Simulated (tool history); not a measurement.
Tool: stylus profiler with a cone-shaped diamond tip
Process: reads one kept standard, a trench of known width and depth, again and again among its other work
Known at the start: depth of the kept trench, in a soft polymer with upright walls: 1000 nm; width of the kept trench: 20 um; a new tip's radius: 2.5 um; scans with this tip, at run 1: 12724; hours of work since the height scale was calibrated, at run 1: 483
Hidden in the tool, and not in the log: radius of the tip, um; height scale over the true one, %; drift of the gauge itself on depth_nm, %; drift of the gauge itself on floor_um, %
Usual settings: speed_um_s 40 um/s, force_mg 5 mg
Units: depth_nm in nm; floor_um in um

run	day	speed_um_s	force_mg	scans with this tip	hours of work since the height scale was calibrated	depth_nm	floor_um
1	0	40	5	12724	483	1021.16	14.24
2	3.788	40	5	13056	536	1020.75	14.23
3	6.004	40	6.97	13250	567	1026.09	14.26
4	10.475	40	5	13641	629	1020.37	14.19
5	14.279	40	5	13975	682	1020.69	14.12
# day 14.667: height scale calibrated on a step standard
6	17.988	11	3.37	14298	46	1015.24	14.17
7	21.938	11	4.03	14644	101	1017.51	14.2
8	26.033	32	6.5	15002	159	1024.26	14.06
9	29.358	12	4.6	15293	205	1019.09	14.1
10	33.15	12	1.99	15626	258	1009.65	14.11

The same runs without the tool's hidden state, with the same run-to-run variation:
run	depth_nm	floor_um
1	1022.12	15.81
2	1021.8	15.83
3	1027.19	15.88
4	1021.55	15.85
5	1021.95	15.81
6	1016.72	15.89
7	1019.07	15.96
8	1025.93	15.86
9	1020.82	15.92
10	1011.44	15.96

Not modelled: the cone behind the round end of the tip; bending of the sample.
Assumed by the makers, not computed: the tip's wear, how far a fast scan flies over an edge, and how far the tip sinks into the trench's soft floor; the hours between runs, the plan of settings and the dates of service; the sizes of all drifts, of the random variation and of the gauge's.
